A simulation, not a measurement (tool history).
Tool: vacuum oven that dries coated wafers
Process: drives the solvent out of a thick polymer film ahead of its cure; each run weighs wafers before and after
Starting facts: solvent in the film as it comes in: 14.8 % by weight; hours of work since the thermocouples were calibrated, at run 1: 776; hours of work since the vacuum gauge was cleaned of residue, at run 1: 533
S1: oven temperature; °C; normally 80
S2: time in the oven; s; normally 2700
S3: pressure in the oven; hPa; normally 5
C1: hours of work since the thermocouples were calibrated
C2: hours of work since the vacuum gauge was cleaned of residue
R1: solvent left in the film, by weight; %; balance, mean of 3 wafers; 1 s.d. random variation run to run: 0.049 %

Run 1, hour 0: usual settings; C1 776; C2 533. Result: R1 2.08 %.
Run 2, hour 23.8: usual settings; C1 792; C2 550. Result: R1 2.23 %.
Run 3, hour 63.2: usual settings but S2 2580 s; C1 819; C2 576. Result: R1 2.3 %.
Run 4, hour 96.9: usual settings but S2 2580 s; C1 842; C2 599. Result: R1 2.27 %.
Run 5, hour 120.6: usual settings but S2 2580 s; C1 858; C2 616. Result: R1 2.38 %.
Run 6, hour 163.4: usual settings but S2 2580 s; C1 887; C2 645. Result: R1 2.33 %.
Run 7, hour 197.8: usual settings but S2 2580 s; C1 911; C2 668. Result: R1 2.33 %.
Run 8, hour 225.3: usual settings but S2 2580 s; C1 930; C2 687. Result: R1 2.33 %.
Run 9, hour 244: usual settings but S2 2580 s; C1 942; C2 700. Result: R1 2.38 %.
Run 10, hour 281.6: usual settings but S2 2580 s; C1 968; C2 726. Result: R1 2.31 %.
Run 11, hour 302.8: usual settings but S3 14.68 hPa; C1 983; C2 740. Result: R1 2.28 %.
Run 12, hour 331: usual settings but S2 1980 s, S3 14.68 hPa; C1 1002; C2 759. Result: R1 3.51 %.
Run 13, hour 373: usual settings but S2 1980 s, S3 14.68 hPa; C1 1031; C2 788. Result: R1 3.5 %.
Run 14, hour 400: usual settings but S2 1980 s, S3 14.68 hPa; C1 1049; C2 807. Result: R1 3.51 %.
Run 15, hour 427.8: usual settings but S3 3.38 hPa; C1 1068; C2 826. Result: R1 2.09 %.
Run 16, hour 469.7: usual settings but S3 3.38 hPa; C1 1097; C2 854. Result: R1 2.22 %.
Run 17, hour 507: usual settings but S1 90 °C, S3 14.08 hPa; C1 1122; C2 880. Result: R1 0.61 %.
Run 18, hour 533.8: usual settings but S1 69 °C, S3 6.16 hPa; C1 1141; C2 898. Result: R1 5.44 %.
Run 19, hour 554.2: usual settings but S1 69 °C, S3 6.16 hPa; C1 1155; C2 912. Result: R1 5.48 %.
Run 20, hour 584.7: usual settings but S1 69 °C, S3 6.16 hPa; C1 1175; C2 933. Result: R1 5.27 %.
Run 21, hour 603.8: usual settings but S1 69 °C, S3 6.16 hPa; C1 1188; C2 946. Result: R1 5.44 %.
Run 22, hour 638.8: usual settings but S2 3720 s; C1 1212; C2 970. Result: R1 1.18 %.
Run 23, hour 662.8: usual settings; C1 1229; C2 986. Result: R1 2.18 %.
Run 24, hour 697.1: usual settings; C1 1252; C2 1010. Result: R1 2.13 %.
Run 25, hour 735.2: usual settings; C1 1278; C2 1036. Result: R1 2.13 %.
Run 26, hour 769.1: usual settings; C1 1301; C2 1059. Result: R1 2.24 %.
At hour 782.5: oven's thermocouples calibrated.
Run 27, hour 795: usual settings; C1 9; C2 1075. Result: R1 2.02 %.
Run 28, hour 828.3: usual settings but S1 82 °C, S2 2640 s, S3 3.81 hPa; C1 31; C2 1098. Result: R1 1.78 %.
Run 29, hour 863.1: usual settings but S1 85 °C, S2 1440 s, S3 3.81 hPa; C1 55; C2 1122. Result: R1 3.32 %.
Run 30, hour 904.4: usual settings but S1 71 °C; C1 83; C2 1150. Result: R1 4.84 %.

How the hidden state differs across the entries between the runs, from the last listed run before each to the first after it:
Logged between run 26 and run 27: oven's thermocouples calibrated (hour 782.5)
  true wafer temperature over the reading, C: -0.15 -> 0
  what was measured, less what the result would be without the hidden state, R1: +0.04 -> +0.01 %

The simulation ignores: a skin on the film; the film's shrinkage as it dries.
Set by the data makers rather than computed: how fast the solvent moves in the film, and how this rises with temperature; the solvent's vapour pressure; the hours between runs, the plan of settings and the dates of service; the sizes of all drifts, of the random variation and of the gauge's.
